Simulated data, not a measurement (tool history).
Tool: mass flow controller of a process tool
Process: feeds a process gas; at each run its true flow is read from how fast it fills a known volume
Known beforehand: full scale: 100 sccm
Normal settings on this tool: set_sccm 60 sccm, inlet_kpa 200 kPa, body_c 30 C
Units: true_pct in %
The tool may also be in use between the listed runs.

Run 1, hour 0: usual settings. Result: true_pct 98.75 %.
Run 2, hour 317.4: usual settings but body_c 21 C. Result: true_pct 99.68 %.
Run 3, hour 638.4: usual settings but body_c 37 C. Result: true_pct 98.31 %.
Run 4, hour 945.3: usual settings but body_c 37 C. Result: true_pct 98.41 %.
Run 5, hour 1167.8: usual settings. Result: true_pct 99.1 %.
Run 6, hour 1530: usual settings. Result: true_pct 99.09 %.
Run 7, hour 1764.2: usual settings but set_sccm 56 sccm. Result: true_pct 99.17 %.
Run 8, hour 2052.3: usual settings but inlet_kpa 259 kPa. Result: true_pct 99.18 %.
Run 9, hour 2275.2: usual settings but inlet_kpa 259 kPa. Result: true_pct 99.15 %.
Run 10, hour 2552.6: usual settings but inlet_kpa 259 kPa. Result: true_pct 99.26 %.
Run 11, hour 2823.9: usual settings but body_c 39 C. Result: true_pct 98.51 %.
Run 12, hour 3185.6: usual settings but set_sccm 20 sccm. Result: true_pct 98.68 %.
Run 13, hour 3385.7: usual settings but set_sccm 20 sccm. Result: true_pct 98.84 %.
Run 14, hour 3639.4: usual settings but set_sccm 20 sccm. Result: true_pct 98.74 %.
At hour 3752.1: controller's zero set anew.
Run 15, hour 3885.9: usual settings but set_sccm 20 sccm, inlet_kpa 258 kPa. Result: true_pct 98.86 %.
Run 16, hour 4203.6: usual settings but set_sccm 20 sccm, inlet_kpa 258 kPa. Result: true_pct 98.79 %.
Run 17, hour 4505.7: usual settings. Result: true_pct 99.74 %.
Run 18, hour 4871.8: usual settings. Result: true_pct 99.97 %.
Run 19, hour 5170: usual settings but set_sccm 76 sccm. Result: true_pct 100.35 %.
Run 20, hour 5531.2: usual settings but set_sccm 76 sccm, body_c 36 C. Result: true_pct 99.8 %.
Run 21, hour 5947.7: usual settings but set_sccm 76 sccm, body_c 36 C. Result: true_pct 99.83 %.
Run 22, hour 6124.4: usual settings but set_sccm 76 sccm, body_c 36 C. Result: true_pct 100.02 %.
Run 23, hour 6317.2: usual settings but set_sccm 17 sccm, body_c 29 C. Result: true_pct 99.39 %.
Run 24, hour 6596.6: usual settings but set_sccm 52 sccm, inlet_kpa 147 kPa. Result: true_pct 100.28 %.
Run 25, hour 7029.3: usual settings but set_sccm 21 sccm, inlet_kpa 208 kPa, body_c 20 C. Result: true_pct 100.7 %.
Run 26, hour 7379.7: usual settings but set_sccm 13 sccm, inlet_kpa 208 kPa, body_c 23 C. Result: true_pct 100.13 %.
Run 27, hour 7763.5: usual settings but set_sccm 37 sccm, inlet_kpa 208 kPa, body_c 32 C. Result: true_pct 99.74 %.
Run 28, hour 7988.5: usual settings but set_sccm 37 sccm, inlet_kpa 208 kPa, body_c 32 C. Result: true_pct 99.86 %.
At hour 8263: gauge calibrated.
Run 29, hour 8368.7: usual settings but inlet_kpa 237 kPa, body_c 31 C. Result: true_pct 98.55 %.
Run 30, hour 8735.5: usual settings but inlet_kpa 237 kPa, body_c 31 C. Result: true_pct 98.64 %.
Run 31, hour 9109.6: usual settings but set_sccm 25 sccm. Result: true_pct 98.29 %.
Run 32, hour 9348.7: usual settings but set_sccm 25 sccm. Result: true_pct 98.18 %.
Run 33, hour 9586.2: usual settings but set_sccm 25 sccm. Result: true_pct 98.38 %.
Run 34, hour 9883.3: usual settings but set_sccm 25 sccm, inlet_kpa 177 kPa, body_c 25 C. Result: true_pct 99.03 %.
Run 35, hour 10291.1: usual settings but set_sccm 62 sccm, inlet_kpa 255 kPa, body_c 39 C. Result: true_pct 98.21 %.
Run 36, hour 10516.4: usual settings but body_c 27 C. Result: true_pct 99.59 %.
Run 37, hour 10776.6: usual settings but set_sccm 39 sccm, body_c 32 C. Result: true_pct 98.78 %.
Run 38, hour 11005.6: usual settings but set_sccm 16 sccm, inlet_kpa 201 kPa. Result: true_pct 98.66 %.
Run 39, hour 11244.4: usual settings but set_sccm 68 sccm, inlet_kpa 154 kPa, body_c 23 C. Result: true_pct 100.31 %.
Run 40, hour 11440.2: usual settings but set_sccm 10 sccm, inlet_kpa 141 kPa, body_c 24 C. Result: true_pct 99.18 %.

Predict each of these 3 candidate next runs independently; none follows another, all start after run 40:
Run A, hour 11761.9: usual settings but set_sccm 13 sccm, inlet_kpa 164 kPa, body_c 24 C. Result: true_pct ?.
Run B, hour 11761.9: usual settings but set_sccm 17 sccm, inlet_kpa 272 kPa, body_c 21 C. Result: true_pct ?.
Run C, hour 11761.9: usual settings but set_sccm 66 sccm, inlet_kpa 141 kPa, body_c 24 C. Result: true_pct ?.

run  true_pct
  A     99.29
  B     99.46
  C     100.5
Without the tool's unlogged condition, the same runs would have read:
run  true_pct
  A     98.51
  B     98.68
  C     99.69
